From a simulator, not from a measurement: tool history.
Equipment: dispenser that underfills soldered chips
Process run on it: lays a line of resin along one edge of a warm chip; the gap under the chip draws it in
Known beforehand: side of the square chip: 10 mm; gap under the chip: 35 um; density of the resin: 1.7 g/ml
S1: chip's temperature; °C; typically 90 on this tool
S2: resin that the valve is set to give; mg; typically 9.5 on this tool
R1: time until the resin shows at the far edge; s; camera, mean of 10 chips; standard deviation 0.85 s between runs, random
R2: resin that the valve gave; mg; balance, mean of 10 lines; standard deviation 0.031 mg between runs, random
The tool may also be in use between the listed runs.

run   hour   S1     S2     R1     R2
  1      0   90    9.5  104.9   9.25
  2    3.1   81    9.5  161.1   9.24
  3      6   81   9.67  180.1   9.38
       9.8  -- new syringe of resin
  4   10.7   81   8.47  110.8    8.2
  5   16.3   81   8.47    143    8.2
  6   20.2   90    9.5  128.9   9.11
  7   24.6   90    9.5  156.5   9.23
      25.4  -- new syringe of resin
  8   29.7   90    9.5   95.6   9.19
  9   32.4   90    9.5  108.4   9.22
 10     38   90    9.5  141.5   9.21
      40.7  -- new syringe of resin
 11   41.6   90    9.5   82.3   9.17
 12   44.8   90    9.5   96.5   9.19
 13   49.7   90    9.5  118.5   9.16
 14   53.3   82    9.5  180.7   9.12
      56.1  -- dispensing valve cleaned and set on the balance
      57.2  -- new syringe of resin
 15   58.9   90   8.14   88.3   8.13
 16   64.3   90    9.5  108.5   9.46
 17   68.2   90  10.67    130  10.64
      72.6  -- new syringe of resin
 18   73.3   91    9.5   78.7   9.46
 19   77.5   90  11.45   98.1  11.36
 20   82.3   96  10.69    102  10.55
 21   86.4   96  10.69  122.5  10.63
        88  -- new syringe of resin
 22   89.3   98    9.5   66.5   9.42
 23   92.8   98    9.5   76.4   9.39
 24   96.7   77   9.66  169.1   9.53
 25  100.6   78  12.22  194.2  12.15
     103.4  -- new syringe of resin
 26  103.7   78  12.22  113.3  12.11
 27  107.2  105  11.29   60.7  11.13
 28  112.5  105  11.29   75.3  11.07
 29  115.2   76  12.18  202.7  11.98
     118.6  -- new syringe of resin
 30    119   76  12.18  120.8  11.94
 31  123.6   76  12.18    153  11.94
 32  127.5   76  10.17    181   9.98
 33  132.9   76  10.17  226.5   9.96
     133.9  -- new syringe of resin
 34  136.9   76  10.17    138   9.92
 35  139.5   76  10.17  152.1   9.94
 36  143.9   76  10.17  188.6   9.94

Below, each run's measurement less what the same run would have read without the hidden state. Both values contain the same run-to-run variation, but the gauge's scatter may not be the same in both:
Hidden state at play: resin's viscosity, % of fresh resin's; dose that the valve gives, % of what is set; true chip temperature over the reading, C; drift of the gauge itself on fill_s, %; drift of the gauge itself on given_mg, %.
run      R1     R2
  1   +26.2  -0.24
  2     +56  -0.25
  3   +77.2  -0.26
  4    +4.9  -0.23
  5   +37.2  -0.25
  6   +48.8  -0.29
  7   +76.9   -0.3
  8   +17.8  -0.31
  9   +30.3  -0.32
 10   +62.4  -0.33
 11    +3.5  -0.34
 12   +16.5  -0.35
 13   +40.2  -0.36
 14   +79.3  -0.37
 15    +6.3  -0.02
 16   +29.8  -0.03
 17   +50.9  -0.06
 18    +1.9  -0.06
 19   +19.2  -0.08
 20   +36.2  -0.09
 21   +56.6   -0.1
 22    +2.6   -0.1
 23   +14.1   -0.1
 24   +53.2  -0.12
 25   +83.4  -0.16
 26    +0.5  -0.16
 27    +9.2  -0.16
 28   +25.2  -0.18
 29   +83.2   -0.2
 30    +1.6  -0.22
 31   +30.2  -0.22
 32   +59.7  -0.19
 33  +107.7  -0.21
 34   +16.1  -0.23
 35   +32.7  -0.23
 36   +67.8  -0.24
